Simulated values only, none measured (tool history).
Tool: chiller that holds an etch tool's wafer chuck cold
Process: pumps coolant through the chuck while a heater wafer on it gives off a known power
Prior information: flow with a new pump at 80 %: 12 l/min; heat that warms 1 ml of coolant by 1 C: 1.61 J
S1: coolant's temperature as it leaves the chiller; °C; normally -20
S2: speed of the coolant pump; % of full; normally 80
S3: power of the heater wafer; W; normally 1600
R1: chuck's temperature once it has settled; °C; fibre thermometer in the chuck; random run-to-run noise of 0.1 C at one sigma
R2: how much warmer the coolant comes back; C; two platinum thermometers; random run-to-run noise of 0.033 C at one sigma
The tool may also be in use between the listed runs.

run      day   S1  S2    S3     R1    R2
  1    0.000  -20  80  1600   -6.2  5.14
  2    2.771  -29  80  1600  -15.1  5.18
  3    6.942  -29  80  1600  -14.9  5.12
  4   12.342  -20  80  1035  -10.8  3.36
  5   16.975  -20  80  1035  -11.0  3.32
  6   20.933  -20  80  1035  -10.8  3.30
  7   23.425  -20  90  1600   -6.6  4.57
  8   28.450  -20  90  1600   -6.5  4.63
  9   31.092  -20  90  1600   -6.6  4.65
 10   34.358  -20  90  1600   -6.6  4.67
 11   38.012  -20  90  1600   -6.5  4.65
 12   42.017  -20  90  1600   -6.5  4.63
 13   45.733  -20  90  1600   -6.4  4.61
 14   51.342  -20  75  1600   -5.2  5.61
 15   57.171  -20  75  1600   -5.0  5.58
 16   61.242  -20  80  1600   -5.6  5.28
 17   65.862  -20  98  1271   -9.6  3.42
 18   70.008  -19  66  1478   -4.0  5.85
 19   74.412  -19  66  1478   -4.0  5.91
 20   79.046  -25  80   870  -17.0  2.88
      79.379  -- chiller's thermometer calibrated
 21   84.108  -25  80   870  -16.9  2.94
 22   87.642  -20  68  1600   -3.9  6.27
 23   93.062  -20  68  1600   -4.0  6.24
 24   95.850  -23  80   942  -14.1  3.20
 25   99.708  -24  78  1967   -5.4  6.72
     102.042  -- chiller's thermometer calibrated, once more
 26  105.196  -24  78  1967   -5.4  6.75
 27  107.946  -20  65   801  -11.8  3.31
 28  110.833  -20  72   801  -12.3  2.94
 29  113.188  -20  72   801  -12.1  2.96
 30  117.725  -20  72   801  -12.0  3.04
 31  122.804  -20  89   846  -12.4  2.60

What if the next run were any one of these 4? Each begins from the tool's condition after run 31:
  A  128.325  -18  80  1600   ?   ?
  B  128.325  -15  80  2201   ?   ?
  C  128.325  -18  80  1053   ?   ?
  D  128.325  -16  62   846   ?   ?

run    R1    R2
  A  -2.9  5.41
  B   5.8  7.46
  C  -8.0  3.54
  D  -6.7  3.68
With the hidden condition removed and each run's random variation left untouched, the same runs would have given:
run    R1    R2
  A  -5.0  4.96
  B   3.0  6.83
  C  -9.4  3.24
  D  -8.0  3.37
